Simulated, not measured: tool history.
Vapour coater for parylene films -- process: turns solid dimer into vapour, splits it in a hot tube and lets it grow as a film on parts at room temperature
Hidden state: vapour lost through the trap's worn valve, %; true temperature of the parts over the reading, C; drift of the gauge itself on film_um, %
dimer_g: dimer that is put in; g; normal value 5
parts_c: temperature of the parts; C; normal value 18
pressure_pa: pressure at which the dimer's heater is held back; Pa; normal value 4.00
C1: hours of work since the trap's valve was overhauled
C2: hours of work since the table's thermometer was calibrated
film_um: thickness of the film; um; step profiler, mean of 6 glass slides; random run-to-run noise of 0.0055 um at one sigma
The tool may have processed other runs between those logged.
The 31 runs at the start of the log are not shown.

run 32 hour=1038.2 | dimer_g=3 parts_c=14 pressure_pa=7.55 | C1=120 C2=464 | film_um=0.642
run 33 hour=1076.9 | dimer_g=3 parts_c=14 pressure_pa=7.55 | C1=146 C2=491 | film_um=0.653
run 34 hour=1117.2 | dimer_g=3 parts_c=21 pressure_pa=7.55 | C1=174 C2=519 | film_um=0.489
run 35 hour=1153.1 | dimer_g=7 parts_c=12 pressure_pa=5.21 | C1=199 C2=543 | film_um=1.681
run 36 hour=1184.0 | dimer_g=7 parts_c=27 pressure_pa=5.21 | C1=221 C2=565 | film_um=0.931
run 37 hour=1208.6 | dimer_g=3 parts_c=18 pressure_pa=4.00 | C1=238 C2=582 | film_um=0.588
run 38 hour=1243.3 | dimer_g=4 parts_c=18 pressure_pa=4.00 | C1=262 C2=606 | film_um=0.800
run 39 hour=1286.7 | dimer_g=4 parts_c=18 pressure_pa=4.00 | C1=292 C2=636 | film_um=0.780
run 40 hour=1307.3 | dimer_g=4 parts_c=18 pressure_pa=7.86 | C1=306 C2=650 | film_um=0.717

Alternative continuations, all from the tool just after run 40; predict every row:
run A hour=1335.5 | dimer_g=3 parts_c=12 pressure_pa=8.72 | C1=325 C2=670 | film_um=?
run B hour=1335.5 | dimer_g=8 parts_c=11 pressure_pa=10.11 | C1=325 C2=670 | film_um=?
run C hour=1335.5 | dimer_g=5 parts_c=12 pressure_pa=3.78 | C1=325 C2=670 | film_um=?

run=A film_um=0.667
run=B film_um=1.810
run=C film_um=1.248
Without the tool's hidden state the same runs would have given:
run=A film_um=0.682
run=B film_um=1.851
run=C film_um=1.276
